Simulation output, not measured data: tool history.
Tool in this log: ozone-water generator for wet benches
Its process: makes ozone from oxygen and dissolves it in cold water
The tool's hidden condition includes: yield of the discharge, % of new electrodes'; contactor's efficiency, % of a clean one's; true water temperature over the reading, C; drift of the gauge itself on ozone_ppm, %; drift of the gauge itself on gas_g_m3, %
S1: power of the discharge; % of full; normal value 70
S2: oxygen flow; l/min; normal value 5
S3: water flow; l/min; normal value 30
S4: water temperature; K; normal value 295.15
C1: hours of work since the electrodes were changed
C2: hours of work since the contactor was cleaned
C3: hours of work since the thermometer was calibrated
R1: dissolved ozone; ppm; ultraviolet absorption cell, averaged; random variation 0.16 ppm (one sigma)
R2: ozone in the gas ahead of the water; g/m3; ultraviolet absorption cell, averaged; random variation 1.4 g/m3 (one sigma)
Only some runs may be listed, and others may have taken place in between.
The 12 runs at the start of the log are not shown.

run    hour  S1    S2  S3      S4    C1    C2    C3    R1     R2
 13  1720.2  47     5  30  295.15  1219  1878  1219  14.4  194.5
 14  1795.5  47     5  30  295.15  1269  1927  1269  14.7  192.2
 15  1970.5  64     5  30  295.15  1384  2043  1384  17.3  234.8
 16  2056.9  64     5  30  295.15  1441  2099  1441  17.2  232.9
 17    2207  64     5  24  295.15  1540  2198  1540  20.6  232.7
 18  2321.6  71     5  21  296.15  1615  2274  1615  23.5  244.9
 19  2464.9  74  4.53  23  292.15  1710  2368  1710  23.3  262.2
 20  2582.1  70  6.11  41  290.15  1787  2445  1787  14.8  215.7
 21    2688  70  4.51  24  295.15  1857  2515  1857  20.9  251.3
 22  2790.7  70  4.51  36  289.15  1924  2583  1924  15.3  249.6
 23  2955.1  70  4.51  36  289.15  2032  2691  2032  15.6  249.8
 24  3080.1  51  2.52  38  301.15  2115  2773  2115   9.5  280.5
 25  3242.6  51  2.66  38  302.15  2222  2880  2222   9.5  271.9
 26  3332.1  48     5  30  288.15  2281  2939  2281  14.9  193.6
 27  3456.8  48     5  30  288.15  2363  3021  2363  14.8    190
     3500.6  -- contactor cleaned
 28    3620  48     5  30  288.15  2468    79  2468  15.9  190.4
 29    3745  43  4.85  19  292.15  2550   161  2550    20  180.3
 30  3924.8  71  3.35  20  297.15  2668   279  2668  23.4  287.9
 31  4041.6  70  6.85  38  288.15  2745   356  2745  16.4  196.6
 32    4168  70  6.85  38  288.15  2828   439  2828  16.4  198.3
 33  4297.3  70     5  27  295.15  2914   525  2914  19.2    228

Consider 4 possible next runs. They are alternatives, not a sequence: every one starts from the tool as it was left by run 33. What does each give?
  A  4374.1  79     5  27  294.15  2964  575  2964   ?   ?
  B  4374.1  70  2.82  27  298.15  2964  575  2964   ?   ?
  C  4374.1  81     5  37  293.15  2964  575  2964   ?   ?
  D  4374.1  63     5  26  288.15  2964  575  2964   ?   ?

run    R1     R2
  A  20.8  243.9
  B  16.9  306.5
  C    16  248.7
  D  20.3  217.8
Had the tool no hidden state, the same runs would have come out as:
run    R1     R2
  A  24.1  276.5
  B  19.3  344.7
  C  18.6  282.5
  D  23.1  243.1
